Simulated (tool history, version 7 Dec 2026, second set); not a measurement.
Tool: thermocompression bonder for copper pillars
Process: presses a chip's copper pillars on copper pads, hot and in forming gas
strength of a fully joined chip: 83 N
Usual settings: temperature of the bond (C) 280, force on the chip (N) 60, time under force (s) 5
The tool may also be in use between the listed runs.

run	hour	temperature of the bond (C)	force on the chip (N)	time under force (s)	force that shears a chip off (N)
1	0	280	60	5	41.9
2	32.6	280	60	5	41
3	59.2	280	60	5	41.8
4	107.7	280	60	5	41.4
5	157.4	280	43	5	33.6
6	197	280	43	5	33.1
7	233.2	280	43	5	33.8
8	272.6	280	88	5	50
9	302.7	280	88	5	51
10	344.7	280	60	5	39.3
11	392.8	280	54	5	38.6
12	433.3	280	52	5	36.3
# hour 439.2: forming gas filter changed
13	474.3	252	60	5	30.3
14	497.2	280	37	5	30.5
15	543.4	270	37	5	27.2
16	570.9	270	37	5	27
17	621.8	280	38	5	30.5
18	645.2	280	60	3	34
19	676.7	280	60	5	40.3
# hour 683.5: heater calibrated with a thermocouple chip
20	719.3	280	60	5	40
21	748.5	280	60	5	39.9
22	799	298	60	5	46.2
23	838.6	298	60	5	45.1
# hour 881.8: forming gas filter changed
24	887.5	280	66	8	48.6
25	930.3	280	66	8	49.6
26	966.8	278	60	11	49
# hour 1006.4: heater calibrated with a thermocouple chip, once more
27	1013.7	278	60	11	53.4
28	1046.5	261	78	10	49.8
29	1097.7	261	78	10	51.7
30	1137.7	261	78	10	50.4
31	1174.3	275	36	3	24.3
32	1215.5	255	72	3	29.7
33	1240.9	280	41	3	27.6
34	1289	261	64	13	49.8
35	1312.8	261	68	13	51.1
# hour 1323.2: forming gas filter changed
36	1362.1	261	68	13	52.1
37	1412.4	295	60	5	48.6
38	1443.2	306	60	15	67.1
39	1469.6	280	46	5	36.3
40	1493.2	261	46	5	29.4
41	1522	261	58	5	33.8

The same runs without the tool's hidden state, with the same run-to-run variation:
The hidden state here: true temperature of the bond over the reading, C; force that reaches the chip, % of what is set; oxide that the forming gas leaves, % of the face; drift of the gauge itself on shear_n, %.
run	force that shears a chip off (N)
1	43.6
2	42.8
3	43.8
4	43.5
5	35.7
6	35.3
7	36
8	52.9
9	54.1
10	42.2
11	41.6
12	39.4
13	32.5
14	32.6
15	29.3
16	29.3
17	33
18	36.8
19	43.5
20	44.2
21	44.2
22	50.8
23	49.8
24	52.5
25	53.8
26	53.3
27	54.6
28	51
29	53.2
30	52
31	25.4
32	31
33	28.9
34	52
35	53.5
36	53.4
37	50.1
38	68.6
39	37.8
40	30.8
41	35.4

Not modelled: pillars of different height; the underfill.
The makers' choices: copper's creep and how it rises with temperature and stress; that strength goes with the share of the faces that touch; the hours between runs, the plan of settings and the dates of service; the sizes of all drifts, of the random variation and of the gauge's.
